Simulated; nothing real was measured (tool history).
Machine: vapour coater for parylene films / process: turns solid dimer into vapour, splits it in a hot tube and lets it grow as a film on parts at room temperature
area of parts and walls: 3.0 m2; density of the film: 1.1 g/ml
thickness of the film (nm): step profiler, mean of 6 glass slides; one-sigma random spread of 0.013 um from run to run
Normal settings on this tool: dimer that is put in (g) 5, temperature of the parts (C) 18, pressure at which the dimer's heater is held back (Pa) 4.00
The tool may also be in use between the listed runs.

run	day	dimer that is put in (g)	temperature of the parts (C)	pressure at which the dimer's heater is held back (Pa)	thickness of the film (nm)
1	0.000	5	18	4.00	860
2	3.242	5	18	2.68	860
3	5.988	5	19	4.00	810
# day 7.133: trap's valve overhauled
4	9.450	5	19	4.00	740
5	12.892	5	19	4.00	760
6	15.317	5	19	4.00	700
7	16.992	3	18	4.00	420
# day 19.121: trap's valve overhauled, once more
8	19.721	3	18	4.00	550
9	21.329	3	18	4.00	540
10	24.071	5	18	7.58	810
11	25.842	5	18	7.58	790
12	28.958	5	18	7.58	780
# day 31.229: trap's valve overhauled
13	31.962	5	18	7.58	830
14	34.992	5	18	7.58	860
# day 37.462: table's thermometer calibrated
15	37.617	7	18	7.58	1090
16	39.817	7	18	7.58	1090
17	42.829	5	18	2.54	870
# day 43.654: trap's valve overhauled
18	46.550	5	18	2.54	880
19	48.683	5	18	2.54	920
20	51.354	5	18	3.40	870
21	54.529	5	18	4.00	810
# day 55.821: trap's valve overhauled
22	57.662	5	18	4.00	880
23	59.496	4	18	2.07	750
24	62.458	4	13	2.46	820
25	64.738	4	13	2.46	820
26	67.212	4	13	2.35	780
# day 67.954: trap's valve overhauled
27	69.654	3	18	3.44	540
28	72.388	4	18	4.00	710
29	75.533	4	18	4.00	700
30	78.938	4	18	4.00	660
# day 80.188: trap's valve overhauled
31	82.117	4	18	4.00	710
32	85.554	4	14	4.00	770
33	87.529	6	26	8.54	800
34	89.783	6	26	8.54	750
# day 92.312: trap's valve overhauled
35	93.296	5	13	2.38	1090
36	96.754	9	27	4.00	1290
# day 98.246: table's thermometer calibrated
37	99.538	9	27	4.00	1230
38	102.008	3	19	2.99	470
39	104.075	3	19	2.99	500
# day 104.508: trap's valve overhauled
40	106.358	6	11	5.53	1200
41	109.475	5	18	9.74	770
42	111.988	3	23	3.70	430
43	114.929	4	18	4.00	670
# day 116.867: trap's valve overhauled
44	117.312	5	27	4.00	710

Consider 3 possible next runs. They are alternatives, not a sequence: every one starts from the tool as it was left by run 44. What does each give?
A	119.862	2	15	7.98	?
B	119.862	7	20	4.00	?
C	119.862	2	27	7.97	?

run	thickness of the film (nm)
A	350
B	1180
C	280
With the hidden condition removed and each run's random variation left untouched, the same runs would have given:
run	thickness of the film (nm)
A	360
B	1190
C	280
